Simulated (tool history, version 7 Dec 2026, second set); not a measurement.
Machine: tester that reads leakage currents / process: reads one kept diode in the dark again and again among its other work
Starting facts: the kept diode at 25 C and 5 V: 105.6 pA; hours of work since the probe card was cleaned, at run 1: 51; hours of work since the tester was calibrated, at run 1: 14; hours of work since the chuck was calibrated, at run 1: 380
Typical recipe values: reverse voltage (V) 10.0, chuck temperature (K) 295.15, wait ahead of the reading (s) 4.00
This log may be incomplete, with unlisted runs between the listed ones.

run	day	reverse voltage (V)	chuck temperature (K)	wait ahead of the reading (s)	hours of work since the probe card was cleaned	hours of work since the tester was calibrated	hours of work since the chuck was calibrated	current that the tester gives (pA)
1	0.000	10.0	295.15	4.00	51	14	380	120.18
2	1.204	10.0	295.15	4.00	71	34	400	120.58
3	2.362	10.0	295.15	4.00	90	53	419	120.86
4	3.608	10.0	295.15	4.00	110	74	439	121.43
5	5.183	10.0	295.15	4.00	136	100	465	121.38
6	6.796	10.0	308.15	4.00	163	126	491	304.17
7	7.812	4.0	295.15	4.00	179	143	508	78.47
8	9.446	4.0	295.15	4.00	206	170	535	79.08
9	10.542	10.0	295.15	7.40	224	188	553	122.10
10	11.821	10.0	295.15	7.40	245	209	574	122.44
11	13.358	10.0	298.15	4.83	270	234	599	152.65
12	14.725	10.0	298.15	4.83	293	256	622	152.67
13	16.158	10.0	298.15	4.83	316	280	645	152.83
14	16.892	14.2	298.15	4.83	328	292	657	181.67
15	17.862	10.0	295.15	0.66	344	308	673	127.89
16	18.804	13.5	295.15	4.00	360	323	689	143.66
17	20.429	1.2	298.15	1.01	386	350	715	55.83
18	21.950	2.1	294.15	1.49	411	375	740	54.61

A few steps of current that the tester gives (pA) between consecutive runs. Split each: what settings, incoming material and random variation would produce without the hidden state, and what is left over for the hidden state, along with gauge scatter present in only one of the two compared results (measured, and without hidden state):
Hidden state present: stray current of the dirty probe card, pA a volt; current scale over the true one, %; true chuck temperature over the reading, C; drift of the gauge itself on leakage_pa, %.
Run 6 -> 7: reverse voltage (V) 10.0 -> 4.0, chuck temperature (K) 308.15 -> 295.15. current that the tester gives (pA) -225.70: hidden state -4.30, all else -221.40.
Run 16 -> 17: reverse voltage (V) 13.5 -> 1.2, chuck temperature (K) 295.15 -> 298.15, wait ahead of the reading (s) 4.00 -> 1.01. current that the tester gives (pA) -87.83: hidden state -5.44, all else -82.39.

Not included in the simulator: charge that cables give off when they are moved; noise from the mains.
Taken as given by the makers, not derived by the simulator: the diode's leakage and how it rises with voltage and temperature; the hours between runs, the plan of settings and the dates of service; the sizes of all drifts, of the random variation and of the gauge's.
